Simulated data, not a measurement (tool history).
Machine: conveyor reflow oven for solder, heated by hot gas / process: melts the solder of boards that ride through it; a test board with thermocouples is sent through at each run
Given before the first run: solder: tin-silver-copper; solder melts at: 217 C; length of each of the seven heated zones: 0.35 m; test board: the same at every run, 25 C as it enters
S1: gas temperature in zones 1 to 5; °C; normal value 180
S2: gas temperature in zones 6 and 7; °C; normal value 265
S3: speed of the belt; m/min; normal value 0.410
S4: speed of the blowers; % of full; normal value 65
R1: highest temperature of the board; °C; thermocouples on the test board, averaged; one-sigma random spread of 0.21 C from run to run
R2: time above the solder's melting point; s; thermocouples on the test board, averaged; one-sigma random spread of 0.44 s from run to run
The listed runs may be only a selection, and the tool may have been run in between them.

run   hour   S1   S2     S3  S4     R1     R2
  1    0.0  180  265  0.410  65  253.5   82.5
  2   17.4  180  265  0.410  65  253.4   82.8
  3   44.8  186  265  0.410  65  254.3   85.5
  4   68.1  186  265  0.410  65  254.3   87.0
  5   94.9  186  265  0.410  65  254.2   85.5
  6  107.7  186  265  0.410  65  254.4   85.8
  7  125.9  180  265  0.410  65  253.6   81.8
  8  148.0  171  265  0.410  65  252.3   76.6
  9  162.6  180  269  0.410  65  257.4   85.1
 10  179.1  180  265  0.410  77  255.4   84.2
 11  205.4  180  265  0.410  65  253.5   82.0
 12  226.6  180  265  0.410  65  253.5   82.7
 13  243.2  180  265  0.410  65  253.4   82.4
 14  260.0  176  265  0.410  65  252.8   80.1
 15  284.4  176  265  0.410  65  253.1   79.9
 16  306.6  176  279  0.410  65  266.1   89.0
 17  332.8  176  279  0.410  65  266.1   89.4
 18  359.3  175  261  0.361  57  251.2   89.5
 19  379.4  175  272  0.345  79  265.4  106.9
 20  399.9  175  272  0.334  79  265.5  110.7
 21  419.9  175  272  0.334  69  264.4  109.7
 22  435.8  175  272  0.334  69  264.8  110.5
     446.2  -- flux residue cleaned out of gas plates and filters
 23  463.4  175  272  0.334  69  264.7  110.0
 24  488.5  175  272  0.334  69  264.8  110.0
 25  502.9  175  272  0.334  69  264.4  110.8
 26  518.4  175  272  0.334  69  264.8  110.7
 27  543.0  189  266  0.450  59  252.7   77.7
 28  564.3  189  266  0.450  59  252.2   78.5
 29  577.3  189  277  0.485  59  259.7   76.1
 30  600.9  180  265  0.410  65  253.7   82.1

What does the tool deliver on the next run?
 31  617.5  180  265  0.410  65   ?   ?

Logged for run 31: R1 253.8 °C, R2 82.6 s.
On a tool with no hidden condition, and with the same random variation, this run would have come out at R1 253.9 °C, R2 82.6 s.
